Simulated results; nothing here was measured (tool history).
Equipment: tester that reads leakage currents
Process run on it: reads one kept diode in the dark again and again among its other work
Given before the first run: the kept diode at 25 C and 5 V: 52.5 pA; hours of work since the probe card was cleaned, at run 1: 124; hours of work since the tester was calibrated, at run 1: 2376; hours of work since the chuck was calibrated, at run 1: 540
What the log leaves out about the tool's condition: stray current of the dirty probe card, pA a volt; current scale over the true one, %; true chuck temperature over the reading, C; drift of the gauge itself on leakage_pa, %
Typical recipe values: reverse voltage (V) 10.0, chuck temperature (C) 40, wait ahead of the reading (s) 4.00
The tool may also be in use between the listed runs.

run,day,reverse voltage (V),chuck temperature (C),wait ahead of the reading (s),hours of work since the probe card was cleaned,hours of work since the tester was calibrated,hours of work since the chuck was calibrated,current that the tester gives (pA)
1,0.000,10.0,40,4.00,124,2376,540,248.26
2,3.704,10.0,34,4.00,162,2414,578,150.23
3,10.496,10.0,34,4.00,231,2483,647,149.88
4,15.038,10.0,34,4.00,277,2529,693,150.17
5,22.512,10.0,34,4.00,353,2605,769,149.94
6,29.321,10.0,34,4.00,422,2674,838,150.24
7,34.012,10.0,24,4.00,470,2722,886,62.41
8,37.808,4.9,40,4.00,508,2760,925,192.24
9,45.304,10.0,40,4.00,584,2837,1001,248.55
10,50.246,10.0,40,4.00,635,2887,1051,248.32
11,56.500,10.0,40,6.52,698,2950,1115,248.97
12,61.850,10.0,40,6.52,753,3005,1169,250.42
13,67.408,10.0,40,4.00,809,3061,1226,248.93
# day 73.850: tester calibrated
14,73.850,10.0,40,4.00,874,0,1290,249.64
15,81.408,10.0,40,4.00,951,77,1367,247.18
16,87.896,10.0,40,1.81,1016,143,1433,249.42
17,94.908,10.0,40,0.50,1088,214,1504,250.13
18,98.867,10.0,40,0.50,1128,254,1544,248.21
19,104.150,10.0,40,0.50,1182,308,1598,249.50
20,108.208,1.8,24,4.00,1223,349,1639,33.05
21,114.017,1.8,24,4.00,1282,408,1698,33.04
22,120.175,1.8,24,4.00,1345,471,1761,33.16
23,127.292,2.3,53,2.33,1417,543,1833,406.80
24,131.717,1.9,31,2.09,1462,588,1878,63.15
25,135.242,1.9,31,2.09,1498,624,1914,63.09
26,142.096,10.0,21,4.00,1567,694,1984,47.05
27,146.167,2.8,40,2.74,1609,735,2025,156.10
28,150.079,5.4,40,2.74,1648,775,2065,199.19
29,156.908,17.8,40,3.96,1718,844,2134,307.97
30,161.083,17.8,40,3.96,1760,887,2177,306.88
31,166.912,17.8,40,3.96,1820,946,2236,308.19
32,172.938,17.8,40,3.96,1881,1007,2297,306.18
33,177.579,10.0,28,6.18,1928,1054,2345,88.96
34,181.867,3.2,22,0.35,1972,1098,2388,34.57
# day 184.583: chuck's temperature calibrated
35,187.008,3.2,22,0.35,2023,1149,25,34.51

Entry by entry between the runs, the difference in hidden state between the last listed run before and the first listed run after:
After run 13, before run 14: tester calibrated (day 73.850)
  current scale over the true one, %: 0.01 -> 0
After run 34, before run 35: chuck's temperature calibrated (day 184.583)
  stray current of the dirty probe card, pA a volt: 0.026 -> 0.027

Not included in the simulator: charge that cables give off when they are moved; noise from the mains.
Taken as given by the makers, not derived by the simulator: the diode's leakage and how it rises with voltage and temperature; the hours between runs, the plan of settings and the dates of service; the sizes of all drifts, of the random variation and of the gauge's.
